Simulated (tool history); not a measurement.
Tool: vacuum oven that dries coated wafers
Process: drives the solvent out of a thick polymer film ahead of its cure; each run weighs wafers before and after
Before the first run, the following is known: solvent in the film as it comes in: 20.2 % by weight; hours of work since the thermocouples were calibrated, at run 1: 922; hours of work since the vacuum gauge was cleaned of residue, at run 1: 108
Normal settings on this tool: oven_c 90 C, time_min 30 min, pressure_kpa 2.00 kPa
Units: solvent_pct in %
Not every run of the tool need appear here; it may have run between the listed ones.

run    hour  oven_c  time_min  pressure_kpa  hours of work since the thermocouples were calibrated  hours of work since the vacuum gauge was cleaned of residue  solvent_pct
  1     0.0      90        30          2.00                                                    922                                                          108         3.92
  2    78.9      90        30          2.00                                                    967                                                          152         3.86
  3   133.6      90        30          2.00                                                    998                                                          183         3.91
      210.1  -- oven's thermocouples calibrated
  4   245.9      90        30          2.00                                                     20                                                          246         4.17
  5   359.2      90        30          2.00                                                     84                                                          310         4.17
  6   447.2      90        26          2.00                                                    134                                                          360         4.77
  7   551.4      90        26          1.10                                                    193                                                          419         3.94
  8   677.4      90        26          1.10                                                    264                                                          490         3.93
  9   769.4      90        30          2.00                                                    317                                                          542         4.14
 10   826.9      90        30          2.00                                                    349                                                          575         4.10
 11   913.7      90        30          2.00                                                    398                                                          624         4.17
 12  1047.5      90        26          1.31                                                    474                                                          699         4.10
 13  1176.3      79        17          2.00                                                    547                                                          772        11.21
 14  1263.4      81        18          1.26                                                    596                                                          821         9.38
 15  1374.7      75        18          1.25                                                    659                                                          884        11.81
 16  1494.3      75        18          1.25                                                    727                                                          952        11.82
 17  1607.4      95        50          6.58                                                    791                                                         1016         5.95
 18  1717.4      90        22          2.84                                                    853                                                         1078         6.10

Each row is a separate what-if for the run after 18, all from the same tool condition, not one after another. Results?
  A  1819.7      76        30          1.96                                                    911                                                         1136            ?
  B  1819.7      90        30          7.90                                                    911                                                         1136            ?
  C  1819.7      77        22          3.76                                                    911                                                         1136            ?

run  solvent_pct
  A         9.76
  B         9.45
  C        12.56
Without the tool's unlogged condition, the same runs would have read:
run  solvent_pct
  A         9.92
  B         9.74
  C        12.77
